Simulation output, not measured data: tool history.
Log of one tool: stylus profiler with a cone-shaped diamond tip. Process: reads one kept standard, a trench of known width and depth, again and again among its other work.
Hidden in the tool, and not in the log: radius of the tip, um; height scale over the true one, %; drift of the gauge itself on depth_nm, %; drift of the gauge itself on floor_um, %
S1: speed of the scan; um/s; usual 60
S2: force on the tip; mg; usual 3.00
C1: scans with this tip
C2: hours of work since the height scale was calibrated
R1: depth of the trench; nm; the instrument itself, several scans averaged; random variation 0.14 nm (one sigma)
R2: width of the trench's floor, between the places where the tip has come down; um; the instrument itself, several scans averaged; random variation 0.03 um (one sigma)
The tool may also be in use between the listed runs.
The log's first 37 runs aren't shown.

run	hour	S1	S2	C1	C2	R1	R2
38	2372.5	178	1.49	24801	462	503.72	93.03
39	2457.5	178	1.49	25196	513	504.11	93.06
40	2494.3	194	5.84	25368	535	509.04	93.53
41	2555.9	55	1.13	25654	572	503.41	93.82
42	2612.2	55	1.13	25915	606	503.61	93.77
43	2661.0	75	4.95	26143	636	508.61	93.99
44	2701.5	60	1.61	26330	660	504.65	93.76
45	2758.6	46	6.13	26596	695	509.77	94.06

3 ways to go on from here, each from the tool as it stands after run 45. What would each give?
# hour 2844.4: new tip fitted, height scale calibrated
A	2844.4	87	2.15	0	0	?	?
# hour 2844.4: new tip fitted, height scale calibrated
B	2844.4	100	3.34	0	0	?	?
# hour 2844.4: new tip fitted, height scale calibrated
C	2844.4	80	7.50	0	0	?	?

run	R1	R2
A	504.44	95.14
B	505.68	95.16
C	509.99	95.40
Without the tool's hidden state the same runs would have given:
run	R1	R2
A	504.41	95.12
B	505.64	95.14
C	509.95	95.39

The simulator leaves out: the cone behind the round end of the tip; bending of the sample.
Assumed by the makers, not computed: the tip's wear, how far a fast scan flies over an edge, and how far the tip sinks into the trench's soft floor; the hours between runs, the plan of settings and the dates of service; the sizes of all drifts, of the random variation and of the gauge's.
